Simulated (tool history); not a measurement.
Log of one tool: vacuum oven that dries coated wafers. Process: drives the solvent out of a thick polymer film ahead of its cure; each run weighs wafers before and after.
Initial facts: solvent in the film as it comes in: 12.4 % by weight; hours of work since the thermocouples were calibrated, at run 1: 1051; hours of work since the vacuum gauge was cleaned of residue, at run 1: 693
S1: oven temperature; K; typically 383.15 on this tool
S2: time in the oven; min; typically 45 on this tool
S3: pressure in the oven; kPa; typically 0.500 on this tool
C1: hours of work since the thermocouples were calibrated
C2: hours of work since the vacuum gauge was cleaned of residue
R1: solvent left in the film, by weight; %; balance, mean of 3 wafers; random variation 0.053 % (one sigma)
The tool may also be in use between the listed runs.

run	day	S1	S2	S3	C1	C2	R1
1	0.000	383.15	45	0.500	1051	693	1.83
2	1.396	373.15	45	0.500	1074	716	4.25
3	3.196	373.15	45	0.500	1104	745	4.27
4	4.312	373.15	45	0.500	1122	764	4.14
5	5.438	383.15	56	0.500	1140	782	1.40
6	6.358	383.15	45	0.500	1156	797	1.77
7	7.229	383.15	43	0.500	1170	811	1.91
8	8.929	383.15	43	0.500	1198	839	1.97
9	9.767	397.15	43	0.435	1211	853	0.50
10	10.967	382.15	65	0.500	1231	873	1.38
11	12.012	382.15	65	0.500	1248	890	1.33
12	13.254	382.15	65	0.500	1268	910	1.31
# day 13.475: vacuum gauge cleaned of residue and calibrated
13	14.733	389.15	65	1.971	1291	21	1.95
14	15.942	393.15	65	1.971	1311	40	1.70
15	17.675	383.15	66	0.500	1340	69	1.27
16	18.896	388.15	35	0.733	1360	89	1.97

A few steps of R1 between consecutive runs. Split each: what settings, incoming material and random variation would produce without the hidden state, and what is left over for the hidden state, along with gauge scatter present in only one of the two compared results (measured, and without hidden state):
What the log doesn't record here: true wafer temperature over the reading, C; true pressure over the reading, kPa; drift of the gauge itself on solvent_pct, %.
Run 4 -> 5: S1 373.15 -> 383.15, S2 45 -> 56. R1 -2.74 %: hidden state +0.14, all else -2.88.
Run 15 -> 16: S1 383.15 -> 388.15, S2 66 -> 35, S3 0.500 -> 0.733. R1 +0.70 %: hidden state -0.20, all else +0.90.
